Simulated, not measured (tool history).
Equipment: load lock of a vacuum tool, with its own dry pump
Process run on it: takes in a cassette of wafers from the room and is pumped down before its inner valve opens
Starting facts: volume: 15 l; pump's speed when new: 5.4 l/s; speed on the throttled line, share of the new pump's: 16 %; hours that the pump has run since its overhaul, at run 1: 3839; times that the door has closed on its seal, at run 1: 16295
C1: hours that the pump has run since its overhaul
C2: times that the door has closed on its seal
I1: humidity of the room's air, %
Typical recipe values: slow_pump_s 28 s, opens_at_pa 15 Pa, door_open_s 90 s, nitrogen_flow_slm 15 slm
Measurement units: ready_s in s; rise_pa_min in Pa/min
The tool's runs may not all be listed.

run 1 hour=0.0 | slow_pump_s=28 opens_at_pa=15 door_open_s=90 nitrogen_flow_slm=15 | C1=3839 C2=16295 | I1=47.1 | ready_s=48.7 rise_pa_min=0.080
run 2 hour=74.4 | slow_pump_s=28 opens_at_pa=15 door_open_s=90 nitrogen_flow_slm=9 | C1=3913 C2=16472 | I1=44.3 | ready_s=48.3 rise_pa_min=0.095
run 3 hour=170.9 | slow_pump_s=28 opens_at_pa=15 door_open_s=90 nitrogen_flow_slm=12 | C1=4010 C2=16702 | I1=45.6 | ready_s=48.0 rise_pa_min=0.089
run 4 hour=262.5 | slow_pump_s=28 opens_at_pa=15 door_open_s=90 nitrogen_flow_slm=12 | C1=4101 C2=16920 | I1=45.5 | ready_s=48.5 rise_pa_min=0.091
run 5 hour=326.5 | slow_pump_s=28 opens_at_pa=15 door_open_s=90 nitrogen_flow_slm=12 | C1=4165 C2=17073 | I1=44.5 | ready_s=48.3 rise_pa_min=0.095
run 6 hour=376.9 | slow_pump_s=28 opens_at_pa=17 door_open_s=90 nitrogen_flow_slm=12 | C1=4216 C2=17193 | I1=45.6 | ready_s=47.9 rise_pa_min=0.099
run 7 hour=448.1 | slow_pump_s=28 opens_at_pa=15 door_open_s=90 nitrogen_flow_slm=15 | C1=4287 C2=17362 | I1=47.0 | ready_s=48.5 rise_pa_min=0.089
run 8 hour=554.4 | slow_pump_s=28 opens_at_pa=15 door_open_s=90 nitrogen_flow_slm=15 | C1=4393 C2=17615 | I1=47.3 | ready_s=48.3 rise_pa_min=0.088
run 9 hour=617.9 | slow_pump_s=28 opens_at_pa=15 door_open_s=90 nitrogen_flow_slm=15 | C1=4457 C2=17767 | I1=46.1 | ready_s=48.2 rise_pa_min=0.081
run 10 hour=725.0 | slow_pump_s=28 opens_at_pa=25 door_open_s=90 nitrogen_flow_slm=15 | C1=4564 C2=18022 | I1=48.3 | ready_s=46.8 rise_pa_min=0.088
run 11 hour=842.8 | slow_pump_s=28 opens_at_pa=10 door_open_s=90 nitrogen_flow_slm=15 | C1=4682 C2=18302 | I1=45.9 | ready_s=49.0 rise_pa_min=0.088
run 12 hour=938.9 | slow_pump_s=28 opens_at_pa=10 door_open_s=90 nitrogen_flow_slm=15 | C1=4778 C2=18531 | I1=43.8 | ready_s=49.5 rise_pa_min=0.085
run 13 hour=1017.6 | slow_pump_s=28 opens_at_pa=10 door_open_s=90 nitrogen_flow_slm=15 | C1=4857 C2=18718 | I1=49.1 | ready_s=49.1 rise_pa_min=0.099
run 14 hour=1110.7 | slow_pump_s=28 opens_at_pa=15 door_open_s=90 nitrogen_flow_slm=15 | C1=4950 C2=18940 | I1=42.5 | ready_s=48.4 rise_pa_min=0.087
run 15 hour=1180.3 | slow_pump_s=28 opens_at_pa=15 door_open_s=90 nitrogen_flow_slm=15 | C1=5019 C2=19106 | I1=42.9 | ready_s=48.1 rise_pa_min=0.083
run 16 hour=1282.8 | slow_pump_s=28 opens_at_pa=15 door_open_s=90 nitrogen_flow_slm=15 | C1=5122 C2=19350 | I1=42.2 | ready_s=48.7 rise_pa_min=0.078
run 17 hour=1396.3 | slow_pump_s=28 opens_at_pa=15 door_open_s=90 nitrogen_flow_slm=15 | C1=5235 C2=19620 | I1=46.2 | ready_s=47.8 rise_pa_min=0.083
run 18 hour=1490.8 | slow_pump_s=28 opens_at_pa=15 door_open_s=53 nitrogen_flow_slm=15 | C1=5330 C2=19845 | I1=45.0 | ready_s=47.9 rise_pa_min=0.068
run 19 hour=1584.0 | slow_pump_s=28 opens_at_pa=15 door_open_s=53 nitrogen_flow_slm=15 | C1=5423 C2=20067 | I1=52.1 | ready_s=48.7 rise_pa_min=0.074
run 20 hour=1655.4 | slow_pump_s=28 opens_at_pa=15 door_open_s=66 nitrogen_flow_slm=15 | C1=5494 C2=20237 | I1=46.1 | ready_s=48.1 rise_pa_min=0.077
run 21 hour=1741.8 | slow_pump_s=28 opens_at_pa=19 door_open_s=42 nitrogen_flow_slm=10 | C1=5581 C2=20443 | I1=44.2 | ready_s=47.6 rise_pa_min=0.068
run 22 hour=1837.9 | slow_pump_s=43 opens_at_pa=21 door_open_s=90 nitrogen_flow_slm=15 | C1=5677 C2=20672 | I1=47.2 | ready_s=60.1 rise_pa_min=0.094
run 23 hour=1933.5 | slow_pump_s=28 opens_at_pa=28 door_open_s=90 nitrogen_flow_slm=7 | C1=5772 C2=20900 | I1=45.5 | ready_s=46.2 rise_pa_min=0.108
run 24 hour=2051.3 | slow_pump_s=28 opens_at_pa=17 door_open_s=90 nitrogen_flow_slm=7 | C1=5890 C2=21180 | I1=44.6 | ready_s=47.9 rise_pa_min=0.109

Predict the results of run 25:
run 25 hour=2147.4 | slow_pump_s=28 opens_at_pa=17 door_open_s=90 nitrogen_flow_slm=7 | C1=5986 C2=21409 | I1=46.0 | ready_s=? rise_pa_min=?

Run 25 came out at ready_s 47.6 s, rise_pa_min 0.107 Pa/min.
If the tool had no hidden condition, the same run with the same run-to-run variation would have returned ready_s 47.6 s, rise_pa_min 0.106 Pa/min.
